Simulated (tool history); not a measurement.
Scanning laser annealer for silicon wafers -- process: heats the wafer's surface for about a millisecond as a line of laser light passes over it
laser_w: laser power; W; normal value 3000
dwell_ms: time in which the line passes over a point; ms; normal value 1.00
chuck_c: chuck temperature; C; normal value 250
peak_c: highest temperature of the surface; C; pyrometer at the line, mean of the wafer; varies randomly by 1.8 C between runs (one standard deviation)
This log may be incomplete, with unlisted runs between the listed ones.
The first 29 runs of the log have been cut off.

run,day,laser_w,dwell_ms,chuck_c,hours of work since the window was cleaned,hours of work since the power meter was calibrated,hours of work since the optics were aligned,peak_c
30,38.942,2619,0.80,242,577,767,467,861
31,40.092,3000,1.00,270,597,788,488,1073
# day 41.108: window over the wafer cleaned
32,41.879,3000,0.90,250,14,819,518,1018
33,42.946,3000,1.00,255,33,838,538,1057
34,44.792,3000,1.00,255,66,871,571,1060
35,45.938,3000,1.00,255,87,892,591,1057
36,46.896,3268,1.19,250,104,909,609,1214
37,48.012,3268,1.19,250,124,929,629,1211
38,49.171,2816,0.91,250,145,950,649,967
39,50.488,2816,0.91,250,168,973,673,972
40,51.892,2816,0.83,286,194,999,698,974
41,53.108,3000,1.12,255,216,1020,720,1104
42,54.229,3000,1.12,255,236,1041,740,1107

Alternative continuations, all from the tool just after run 42; predict every row:
A,55.196,3197,0.76,214,253,1058,758,?
B,55.196,3183,1.13,221,253,1058,758,?
C,55.196,2762,1.19,234,253,1058,758,?

run,peak_c
A,971
B,1133
C,1035
Had the tool no hidden state, the same runs would have come out as:
run,peak_c
A,971
B,1134
C,1036
